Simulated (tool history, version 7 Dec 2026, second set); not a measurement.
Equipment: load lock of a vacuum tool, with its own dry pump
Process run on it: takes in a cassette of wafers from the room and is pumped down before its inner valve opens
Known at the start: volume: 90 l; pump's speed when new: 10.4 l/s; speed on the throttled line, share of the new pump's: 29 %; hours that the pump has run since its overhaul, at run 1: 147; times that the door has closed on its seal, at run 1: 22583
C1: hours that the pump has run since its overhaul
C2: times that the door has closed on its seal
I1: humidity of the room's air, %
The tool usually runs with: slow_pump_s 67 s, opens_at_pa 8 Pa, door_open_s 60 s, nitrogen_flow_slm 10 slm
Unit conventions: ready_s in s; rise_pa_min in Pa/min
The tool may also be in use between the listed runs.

{"run": 1, "hour": 0.0, "slow_pump_s": 67, "opens_at_pa": 8, "door_open_s": 60, "nitrogen_flow_slm": 10, "C1": 147, "C2": 22583, "I1": 45.9, "ready_s": 129.4, "rise_pa_min": 0.182}
{"run": 2, "hour": 199.1, "slow_pump_s": 67, "opens_at_pa": 8, "door_open_s": 60, "nitrogen_flow_slm": 10, "C1": 346, "C2": 23545, "I1": 45.8, "ready_s": 130.8, "rise_pa_min": 0.186}
{"run": 3, "hour": 524.3, "slow_pump_s": 67, "opens_at_pa": 8, "door_open_s": 60, "nitrogen_flow_slm": 10, "C1": 671, "C2": 25115, "I1": 46.4, "ready_s": 131.8, "rise_pa_min": 0.198}
{"run": 4, "hour": 757.9, "slow_pump_s": 67, "opens_at_pa": 8, "door_open_s": 60, "nitrogen_flow_slm": 10, "C1": 905, "C2": 26243, "I1": 50.8, "ready_s": 129.4, "rise_pa_min": 0.216}
{"run": 5, "hour": 1022.6, "slow_pump_s": 67, "opens_at_pa": 8, "door_open_s": 60, "nitrogen_flow_slm": 5, "C1": 1170, "C2": 27522, "I1": 44.5, "ready_s": 128.6, "rise_pa_min": 0.226}
{"run": 6, "hour": 1181.7, "slow_pump_s": 67, "opens_at_pa": 8, "door_open_s": 60, "nitrogen_flow_slm": 10, "C1": 1329, "C2": 28290, "I1": 45.8, "ready_s": 131.1, "rise_pa_min": 0.232}
{"run": 7, "hour": 1430.0, "slow_pump_s": 67, "opens_at_pa": 8, "door_open_s": 60, "nitrogen_flow_slm": 10, "C1": 1577, "C2": 29489, "I1": 45.6, "ready_s": 131.5, "rise_pa_min": 0.242}
{"run": 8, "hour": 1564.2, "slow_pump_s": 67, "opens_at_pa": 8, "door_open_s": 60, "nitrogen_flow_slm": 10, "C1": 1711, "C2": 30137, "I1": 46.6, "ready_s": 130.8, "rise_pa_min": 0.252}
{"run": 9, "hour": 1880.3, "slow_pump_s": 67, "opens_at_pa": 8, "door_open_s": 60, "nitrogen_flow_slm": 10, "C1": 2027, "C2": 31663, "I1": 47.2, "ready_s": 131.5, "rise_pa_min": 0.27}
{"run": 10, "hour": 2192.6, "slow_pump_s": 67, "opens_at_pa": 8, "door_open_s": 60, "nitrogen_flow_slm": 10, "C1": 2340, "C2": 33172, "I1": 44.6, "ready_s": 129.6, "rise_pa_min": 0.278}
{"run": 11, "hour": 2520.8, "slow_pump_s": 67, "opens_at_pa": 8, "door_open_s": 60, "nitrogen_flow_slm": 10, "C1": 2668, "C2": 34756, "I1": 43, "ready_s": 131.5, "rise_pa_min": 0.298}
{"run": 12, "hour": 2821.3, "slow_pump_s": 67, "opens_at_pa": 8, "door_open_s": 60, "nitrogen_flow_slm": 10, "C1": 2968, "C2": 36207, "I1": 46.3, "ready_s": 131.4, "rise_pa_min": 0.317}
{"run": 13, "hour": 2997.9, "slow_pump_s": 109, "opens_at_pa": 7, "door_open_s": 25, "nitrogen_flow_slm": 11, "C1": 3145, "C2": 37060, "I1": 48.5, "ready_s": 162.4, "rise_pa_min": 0.309}
{"run": 14, "hour": 3303.1, "slow_pump_s": 54, "opens_at_pa": 7, "door_open_s": 25, "nitrogen_flow_slm": 12, "C1": 3450, "C2": 38534, "I1": 45.2, "ready_s": 123.7, "rise_pa_min": 0.321}
{"run": 15, "hour": 3569.1, "slow_pump_s": 54, "opens_at_pa": 7, "door_open_s": 25, "nitrogen_flow_slm": 35, "C1": 3716, "C2": 39819, "I1": 41.9, "ready_s": 124.8, "rise_pa_min": 0.333}
{"run": 16, "hour": 3742.9, "slow_pump_s": 60, "opens_at_pa": 11, "door_open_s": 35, "nitrogen_flow_slm": 41, "C1": 3890, "C2": 40658, "I1": 45.6, "ready_s": 123.7, "rise_pa_min": 0.341}
{"run": 17, "hour": 3974.7, "slow_pump_s": 93, "opens_at_pa": 10, "door_open_s": 132, "nitrogen_flow_slm": 6, "C1": 4122, "C2": 41778, "I1": 47.3, "ready_s": 146.8, "rise_pa_min": 0.422}
{"run": 18, "hour": 4307.0, "slow_pump_s": 67, "opens_at_pa": 7, "door_open_s": 38, "nitrogen_flow_slm": 10, "C1": 4454, "C2": 43382, "I1": 44.4, "ready_s": 133.4, "rise_pa_min": 0.393}
{"run": 19, "hour": 4559.0, "slow_pump_s": 88, "opens_at_pa": 10, "door_open_s": 38, "nitrogen_flow_slm": 10, "C1": 4706, "C2": 44599, "I1": 43.5, "ready_s": 144, "rise_pa_min": 0.408}
{"run": 20, "hour": 4713.2, "slow_pump_s": 66, "opens_at_pa": 7, "door_open_s": 60, "nitrogen_flow_slm": 10, "C1": 4860, "C2": 45344, "I1": 45.6, "ready_s": 134.1, "rise_pa_min": 0.442}
{"run": 21, "hour": 4887.1, "slow_pump_s": 67, "opens_at_pa": 7, "door_open_s": 60, "nitrogen_flow_slm": 6, "C1": 5034, "C2": 46184, "I1": 43.5, "ready_s": 134.1, "rise_pa_min": 0.451}
{"run": 22, "hour": 5148.4, "slow_pump_s": 67, "opens_at_pa": 7, "door_open_s": 60, "nitrogen_flow_slm": 5, "C1": 5295, "C2": 47446, "I1": 43.5, "ready_s": 137.3, "rise_pa_min": 0.465}
{"run": 23, "hour": 5400.8, "slow_pump_s": 67, "opens_at_pa": 10, "door_open_s": 60, "nitrogen_flow_slm": 27, "C1": 5548, "C2": 48664, "I1": 43.6, "ready_s": 130.9, "rise_pa_min": 0.476}

Branching from run 23: 3 alternative next runs. What would each branch give?
{"run": "A", "hour": 5687.1, "slow_pump_s": 67, "opens_at_pa": 8, "door_open_s": 170, "nitrogen_flow_slm": 10, "C1": 5834, "C2": 50047, "I1": 43.7, "ready_s": "?", "rise_pa_min": "?"}
{"run": "B", "hour": 5687.1, "slow_pump_s": 68, "opens_at_pa": 10, "door_open_s": 48, "nitrogen_flow_slm": 37, "C1": 5834, "C2": 50047, "I1": 44.7, "ready_s": "?", "rise_pa_min": "?"}
{"run": "C", "hour": 5687.1, "slow_pump_s": 67, "opens_at_pa": 9, "door_open_s": 60, "nitrogen_flow_slm": 38, "C1": 5834, "C2": 50047, "I1": 46.5, "ready_s": "?", "rise_pa_min": "?"}

run=A ready_s=133 rise_pa_min=0.54
run=B ready_s=132 rise_pa_min=0.482
run=C ready_s=132.1 rise_pa_min=0.492
The same runs, with their run-to-run variation unchanged, on a tool lacking any hidden condition would have given:
run=A ready_s=129.7 rise_pa_min=0.087
run=B ready_s=128.8 rise_pa_min=0.024
run=C ready_s=128.9 rise_pa_min=0.024
